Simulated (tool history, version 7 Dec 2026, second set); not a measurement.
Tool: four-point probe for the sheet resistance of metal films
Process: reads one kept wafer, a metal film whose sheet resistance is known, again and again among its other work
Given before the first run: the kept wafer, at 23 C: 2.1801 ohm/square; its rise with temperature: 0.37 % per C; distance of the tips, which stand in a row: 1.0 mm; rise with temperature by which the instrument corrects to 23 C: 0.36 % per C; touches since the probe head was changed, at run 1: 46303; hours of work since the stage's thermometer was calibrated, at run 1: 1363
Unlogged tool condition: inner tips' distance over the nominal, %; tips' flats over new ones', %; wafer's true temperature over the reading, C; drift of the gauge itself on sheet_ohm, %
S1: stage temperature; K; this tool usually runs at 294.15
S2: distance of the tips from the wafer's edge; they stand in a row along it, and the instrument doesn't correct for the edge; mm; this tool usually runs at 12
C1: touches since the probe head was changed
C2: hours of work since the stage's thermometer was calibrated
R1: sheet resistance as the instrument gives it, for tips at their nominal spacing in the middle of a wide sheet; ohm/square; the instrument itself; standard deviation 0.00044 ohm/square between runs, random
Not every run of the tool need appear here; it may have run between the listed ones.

| run | hour | S1 | S2 | C1 | C2 | R1 |
|---|---|---|---|---|---|---|
| 1 | 0 | 294.15 | 12 | 46303 | 1363 | 2.178485 |
| 2 | 56.2 | 294.15 | 5 | 47648 | 1394 | 2.21521 |
| 3 | 111.8 | 294.15 | 5 | 48976 | 1424 | 2.215681 |
| 4 | 171.4 | 294.15 | 5 | 50401 | 1456 | 2.214917 |
| 5 | 196.6 | 294.15 | 5 | 51005 | 1470 | 2.214996 |
| 6 | 256.4 | 294.15 | 5 | 52435 | 1503 | 2.215174 |
| 7 | 309.3 | 294.15 | 32 | 53700 | 1532 | 2.170411 |
| 8 | 354.6 | 307.15 | 12 | 54782 | 1556 | 2.181561 |
| 9 | 392.1 | 292.15 | 40 | 55681 | 1577 | 2.167762 |
| 10 | 430.7 | 292.15 | 16 | 56602 | 1598 | 2.173053 |
| 11 | 474.3 | 300.15 | 47 | 57647 | 1622 | 2.170602 |

Below are 3 alternative next runs, each starting from the tool's condition after run 11. Predict each:
| A | 532.9 | 300.15 | 13 | 59049 | 1654 | ? |
| B | 532.9 | 299.15 | 25 | 59049 | 1654 | ? |
| C | 532.9 | 298.15 | 47 | 59049 | 1654 | ? |

| run | R1 |
|---|---|
| A | 2.177275 |
| B | 2.171582 |
| C | 2.170414 |
Without the tool's hidden state the same runs would have given:
| run | R1 |
|---|---|
| A | 2.188307 |
| B | 2.182598 |
| C | 2.181434 |
